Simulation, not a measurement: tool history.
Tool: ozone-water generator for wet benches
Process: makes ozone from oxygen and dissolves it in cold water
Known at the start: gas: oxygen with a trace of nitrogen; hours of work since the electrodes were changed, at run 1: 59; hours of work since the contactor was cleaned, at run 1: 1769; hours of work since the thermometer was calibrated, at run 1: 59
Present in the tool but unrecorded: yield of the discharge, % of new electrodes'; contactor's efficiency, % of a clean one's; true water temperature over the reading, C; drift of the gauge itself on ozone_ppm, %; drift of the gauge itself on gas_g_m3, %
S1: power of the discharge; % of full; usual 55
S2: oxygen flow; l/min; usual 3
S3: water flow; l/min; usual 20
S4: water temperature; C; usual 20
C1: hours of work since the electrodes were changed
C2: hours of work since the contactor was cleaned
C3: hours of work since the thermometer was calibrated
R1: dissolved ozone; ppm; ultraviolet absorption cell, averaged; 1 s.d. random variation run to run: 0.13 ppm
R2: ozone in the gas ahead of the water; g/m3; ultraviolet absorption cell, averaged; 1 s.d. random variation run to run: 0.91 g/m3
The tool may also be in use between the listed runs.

| run | day | S1 | S2 | S3 | S4 | C1 | C2 | C3 | R1 | R2 |
|---|---|---|---|---|---|---|---|---|---|---|
| 1 | 0 | 55 | 3 | 20 | 20 | 59 | 1769 | 59 | 12.2 | 152.5 |
| 2 | 0.738 | 55 | 3 | 20 | 20 | 75 | 1785 | 75 | 12.2 | 152.1 |
| 3 | 2.462 | 55 | 3 | 14 | 20 | 114 | 1823 | 114 | 16.3 | 151.2 |
| 4 | 4.129 | 55 | 3 | 14 | 20 | 151 | 1861 | 151 | 16.2 | 150.9 |
| 5 | 5.083 | 55 | 3 | 14 | 20 | 172 | 1882 | 172 | 16.2 | 150.9 |
| 6 | 6.771 | 55 | 3 | 14 | 20 | 210 | 1919 | 210 | 16.2 | 150.2 |
| 7 | 7.9 | 55 | 3 | 14 | 20 | 235 | 1945 | 235 | 16.1 | 148 |
| 8 | 9.138 | 53 | 3 | 20 | 20 | 262 | 1972 | 262 | 12.1 | 147.4 |
|  | 9.246 | water thermometer calibrated |
| 9 | 10.508 | 53 | 3 | 20 | 13 | 293 | 2002 | 28 | 12.9 | 146.5 |
| 10 | 11.508 | 53 | 3 | 20 | 13 | 315 | 2024 | 50 | 12.8 | 145.7 |
| 11 | 12.233 | 76 | 2.03 | 29 | 20 | 331 | 2041 | 67 | 9.3 | 210.8 |
|  | 13.142 | water thermometer calibrated, once more |
| 12 | 13.729 | 63 | 1.69 | 21 | 25 | 364 | 2074 | 13 | 10.1 | 203.8 |
| 13 | 15.042 | 55 | 3 | 23 | 14 | 393 | 2103 | 42 | 11.5 | 148.3 |
| 14 | 16.608 | 51 | 3 | 23 | 24 | 428 | 2138 | 77 | 10 | 143.3 |

Expected results for the next run?
| 15 | 17.779 | 51 | 3 | 23 | 24 | 454 | 2164 | 103 | ? | ? |

R1: 9.9 ppm
R2: 143.3 g/m3
The same run, on a tool lacking any hidden state, would have yielded R1 10.4 ppm, R2 146.7 g/m3.

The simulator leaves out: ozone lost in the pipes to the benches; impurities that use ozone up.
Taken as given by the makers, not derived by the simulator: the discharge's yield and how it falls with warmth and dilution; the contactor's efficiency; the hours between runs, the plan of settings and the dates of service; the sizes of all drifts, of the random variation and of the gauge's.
